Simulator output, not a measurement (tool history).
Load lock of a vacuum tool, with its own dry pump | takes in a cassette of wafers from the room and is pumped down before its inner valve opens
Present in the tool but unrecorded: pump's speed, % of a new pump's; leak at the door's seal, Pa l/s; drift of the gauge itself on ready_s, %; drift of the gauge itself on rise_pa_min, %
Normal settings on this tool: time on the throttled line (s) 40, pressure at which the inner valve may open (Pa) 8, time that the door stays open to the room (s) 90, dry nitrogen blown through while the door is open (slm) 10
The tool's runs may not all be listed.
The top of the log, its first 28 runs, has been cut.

run    hour  time on the throttled line (s)  pressure at which the inner valve may open (Pa)  time that the door stays open to the room (s)  dry nitrogen blown through while the door is open (slm)  hours that the pump has run since its overhaul  times that the door has closed on its seal  incoming humidity of the room's air, %  time from the closed door until the inner valve may open (s)  rise of the pressure with all valves shut (Pa/min)
 29  4983.3                              37                                                9                                             25                                                       10                                            9044                                       10244                                    43.6                                                          75.5                                                0.14
 30  5205.3                              22                                                8                                             89                                                        5                                            9266                                       10625                                    45.8                                                          66.4                                               0.174
 31  5391.9                              22                                                8                                             89                                                        5                                            9452                                       10945                                    45.3                                                          67.1                                                0.18
 32  5521.7                              22                                                8                                             89                                                        5                                            9582                                       11167                                    43.1                                                          66.1                                               0.182
 33  5754.7                              22                                                8                                             89                                                       10                                            9815                                       11567                                    45.1                                                          66.9                                               0.179
 34  6015.6                              22                                                8                                             89                                                       10                                           10076                                       12014                                    43.9                                                          68.4                                               0.191
 35  6235.4                              40                                                8                                             90                                                       23                                           10296                                       12391                                    47.7                                                          80.6                                               0.197
 36  6379.6                              20                                                7                                             90                                                       16                                           10440                                       12639                                      43                                                          67.6                                               0.196
 37  6619.5                              20                                                7                                             90                                                       16                                           10680                                       13050                                    49.3                                                          66.6                                               0.211
 38  6888.2                              48                                                8                                             90                                                       10                                           10948                                       13511                                    49.2                                                          85.5                                               0.223

Below are 3 alternative next runs, each starting from the tool's condition after run 38. Predict each:
  A  7074.5                              40                                                7                                             28                                                       11                                           11135                                       13830                                    40.2                                                             ?                                                   ?
  B  7074.5                              59                                               12                                             90                                                       20                                           11135                                       13830                                    47.6                                                             ?                                                   ?
  C  7074.5                              46                                                8                                            234                                                       10                                           11135                                       13830                                    44.2                                                             ?                                                   ?

run  time from the closed door until the inner valve may open (s)  rise of the pressure with all valves shut (Pa/min)
  A                                                          81.3                                               0.203
  B                                                          92.5                                               0.219
  C                                                          84.3                                                0.25
Take away the tool's hidden state, keep each run's random variation, and the runs would have read:
run  time from the closed door until the inner valve may open (s)  rise of the pressure with all valves shut (Pa/min)
  A                                                          73.3                                               0.029
  B                                                          86.1                                               0.045
  C                                                          76.8                                               0.077

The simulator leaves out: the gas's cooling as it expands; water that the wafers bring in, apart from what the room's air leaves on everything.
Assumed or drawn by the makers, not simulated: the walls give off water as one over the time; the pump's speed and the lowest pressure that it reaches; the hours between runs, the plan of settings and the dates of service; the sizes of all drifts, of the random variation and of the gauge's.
